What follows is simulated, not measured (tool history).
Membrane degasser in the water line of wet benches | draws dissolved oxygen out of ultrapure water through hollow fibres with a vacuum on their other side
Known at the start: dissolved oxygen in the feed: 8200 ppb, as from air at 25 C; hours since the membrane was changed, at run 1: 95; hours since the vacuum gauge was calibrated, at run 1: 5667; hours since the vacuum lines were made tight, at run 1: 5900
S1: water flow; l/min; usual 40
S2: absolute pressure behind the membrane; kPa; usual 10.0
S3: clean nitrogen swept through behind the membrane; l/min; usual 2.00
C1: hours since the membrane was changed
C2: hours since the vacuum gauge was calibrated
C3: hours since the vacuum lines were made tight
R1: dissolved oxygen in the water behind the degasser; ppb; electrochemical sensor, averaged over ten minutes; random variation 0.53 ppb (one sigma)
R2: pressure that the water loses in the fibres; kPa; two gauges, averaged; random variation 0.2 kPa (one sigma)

run	hour	S1	S2	S3	C1	C2	C3	R1	R2
1	0.0	40	10.0	2.00	95	5667	5900	300.5	41.78
2	95.5	40	12.1	2.00	191	5763	5995	387.4	41.68
3	142.1	40	12.1	2.00	237	5809	6042	387.2	42.14
4	192.7	40	12.1	2.00	288	5860	6092	388.6	42.01
5	282.9	40	12.1	2.00	378	5950	6183	388.2	41.48
6	322.1	40	10.0	2.00	417	5989	6222	300.8	42.33
7	397.2	40	10.0	1.81	493	6064	6297	326.8	41.98
8	457.7	40	10.0	2.00	553	6125	6357	301.6	42.33
# hour 464.6: vacuum gauge calibrated
9	523.5	40	10.0	1.80	618	59	6423	329.6	42.54
10	567.1	40	10.0	0.98	662	102	6466	536.2	42.27
# hour 642.0: vacuum gauge calibrated, once more
11	645.1	40	10.0	0.98	739	3	6544	526.5	41.99
12	713.5	31	10.0	2.37	808	71	6612	202.9	32.55
13	775.8	49	6.2	3.73	870	134	6674	97.3	51.60
14	855.8	28	11.0	1.57	950	214	6754	305.2	29.53
15	901.6	28	11.0	1.57	996	260	6800	307.2	29.42
16	990.0	62	11.0	1.68	1084	348	6889	576.2	65.37
17	1064.3	51	6.5	2.00	1159	422	6963	187.5	53.74

Forecast each of these 4 alternatives for the next run:
A	1141.5	24	24.6	2.76	1236	499	7040	?	?
B	1141.5	32	6.5	2.00	1236	499	7040	?	?
C	1141.5	51	10.4	2.58	1236	499	7040	?	?
D	1141.5	51	10.1	3.25	1236	499	7040	?	?

run	R1	R2
A	428.3	25.47
B	119.5	33.63
C	316.5	53.93
D	251.2	53.63
Without the tool's hidden state the same runs would have given:
run	R1	R2
A	422.3	25.28
B	119.1	33.39
C	315.4	53.54
D	250.1	53.24
